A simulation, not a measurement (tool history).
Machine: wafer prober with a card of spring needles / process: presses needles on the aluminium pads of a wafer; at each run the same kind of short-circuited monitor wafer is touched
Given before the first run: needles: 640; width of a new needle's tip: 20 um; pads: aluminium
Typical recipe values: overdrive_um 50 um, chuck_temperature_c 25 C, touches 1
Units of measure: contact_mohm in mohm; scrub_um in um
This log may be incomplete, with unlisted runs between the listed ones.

run	hour	overdrive_um	chuck_temperature_c	touches	contact_mohm	scrub_um
1	0	50	25	1	372	9
# hour 1.4: tips cleaned on abrasive film
# hour 7: tips cleaned on abrasive film
2	11.8	50	25	1	364	8.7
# hour 13.2: tips cleaned on abrasive film
# hour 18.6: tips cleaned on abrasive film
3	22.9	50	25	1	355	8.81
# hour 24.3: tips cleaned on abrasive film
# hour 29.9: tips cleaned on abrasive film
# hour 35.8: tips cleaned on abrasive film
4	36.6	50	25	1	260	8.56
# hour 41.8: tips cleaned on abrasive film
# hour 47.2: tips cleaned on abrasive film
# hour 47.5: height of the first contact set anew
5	48.1	50	25	1	255	8.3
# hour 53.5: tips cleaned on abrasive film
# hour 58.9: tips cleaned on abrasive film
6	61.7	50	25	1	341	8.3
# hour 64: tips cleaned on abrasive film
# hour 69.6: tips cleaned on abrasive film
7	73.6	50	25	1	385	8.2
# hour 75.5: tips cleaned on abrasive film
# hour 80.8: tips cleaned on abrasive film
# hour 86.9: tips cleaned on abrasive film
8	91.1	50	25	1	378	8.25
# hour 92.1: tips cleaned on abrasive film
# hour 98: tips cleaned on abrasive film
9	101.4	50	25	1	366	8.24
# hour 103.4: tips cleaned on abrasive film
# hour 109.3: tips cleaned on abrasive film
10	110	37	44	1	308	5.69
# hour 115.1: tips cleaned on abrasive film
# hour 120.6: tips cleaned on abrasive film
11	121.7	60	31	2	233	10.06

What will run 12 give?
# hour 126.3: tips cleaned on abrasive film
# hour 131.6: tips cleaned on abrasive film
12	132.4	60	31	2	?	?

{"run 12": {"contact_mohm": 230, "scrub_um": 9.76}}
On a tool with no hidden condition, and with the same random variation, this run would have come out at contact_mohm 203 mohm, scrub_um 10.98 um.

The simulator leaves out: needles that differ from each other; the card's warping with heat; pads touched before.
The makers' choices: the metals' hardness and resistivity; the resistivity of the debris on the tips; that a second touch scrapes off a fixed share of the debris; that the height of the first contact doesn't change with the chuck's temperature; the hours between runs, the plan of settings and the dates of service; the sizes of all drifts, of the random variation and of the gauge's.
